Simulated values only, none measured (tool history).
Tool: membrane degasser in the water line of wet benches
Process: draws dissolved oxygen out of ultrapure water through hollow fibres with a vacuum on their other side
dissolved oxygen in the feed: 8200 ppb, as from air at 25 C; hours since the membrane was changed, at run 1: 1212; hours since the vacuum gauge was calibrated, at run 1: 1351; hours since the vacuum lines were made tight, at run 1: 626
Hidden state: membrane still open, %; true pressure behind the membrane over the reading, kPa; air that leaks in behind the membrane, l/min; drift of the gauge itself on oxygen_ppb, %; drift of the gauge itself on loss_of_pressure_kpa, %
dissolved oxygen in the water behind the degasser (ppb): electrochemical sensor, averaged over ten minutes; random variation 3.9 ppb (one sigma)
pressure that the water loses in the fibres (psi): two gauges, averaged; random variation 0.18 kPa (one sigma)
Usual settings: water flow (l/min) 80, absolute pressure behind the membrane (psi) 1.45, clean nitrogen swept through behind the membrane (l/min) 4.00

run	hour	water flow (l/min)	absolute pressure behind the membrane (psi)	clean nitrogen swept through behind the membrane (l/min)	hours since the membrane was changed	hours since the vacuum gauge was calibrated	hours since the vacuum lines were made tight	dissolved oxygen in the water behind the degasser (ppb)	pressure that the water loses in the fibres (psi)
1	0.0	80	1.45	4.00	1212	1351	626	390.6	4.817
2	55.6	80	1.31	4.00	1267	1406	682	347.7	4.734
3	84.3	80	1.31	4.00	1296	1435	711	346.4	4.773
4	121.0	80	1.45	4.00	1333	1472	747	391.7	4.776
5	154.1	80	1.45	4.00	1366	1505	780	390.3	4.791
6	208.0	80	1.45	4.00	1420	1559	834	383.6	4.747
7	234.1	80	1.45	4.00	1446	1585	860	388.4	4.754
8	275.4	80	1.45	1.94	1487	1626	902	629.1	4.805
9	323.9	80	1.45	1.94	1536	1675	950	623.2	4.786
10	347.0	80	1.45	4.00	1559	1698	973	393.1	4.801
11	398.0	80	1.45	4.00	1610	1749	1024	392.5	4.792
12	448.2	80	1.45	4.00	1660	1799	1075	392.1	4.793
13	495.2	76	2.67	7.46	1707	1846	1122	437.6	4.545
14	538.2	50	2.67	7.46	1750	1889	1165	257.8	3.033
15	576.7	50	2.67	7.46	1789	1928	1203	255.0	3.027
16	605.6	97	2.22	4.00	1817	1956	1232	747.4	5.902
17	649.8	62	2.22	4.00	1862	2001	1276	453.9	3.719
18	693.9	62	2.22	4.00	1906	2045	1320	451.9	3.729
19	745.3	68	3.26	6.10	1957	2096	1372	538.8	4.102
20	797.1	80	2.51	4.00	2009	2148	1423	676.2	4.828
21	848.0	80	2.51	4.00	2060	2199	1474	666.7	4.837
22	894.5	108	1.70	4.53	2106	2245	1521	638.9	6.553
23	921.3	114	1.31	1.68	2133	2272	1548	889.8	6.939

Forecast each of these 4 alternatives for the next run:
A	969.6	99	1.00	4.92	2181	2320	1596	?	?
B	969.6	114	2.02	6.97	2181	2320	1596	?	?
C	969.6	80	2.19	2.22	2181	2320	1596	?	?
D	969.6	114	1.04	4.24	2181	2320	1596	?	?

run	dissolved oxygen in the water behind the degasser (ppb)	pressure that the water loses in the fibres (psi)
A	343.4	6.012
B	613.9	6.952
C	901.7	4.818
D	472.3	6.940
Without the tool's hidden state the same runs would have given:
run	dissolved oxygen in the water behind the degasser (ppb)	pressure that the water loses in the fibres (psi)
A	343.1	5.881
B	613.7	6.799
C	901.5	4.712
D	472.0	6.788
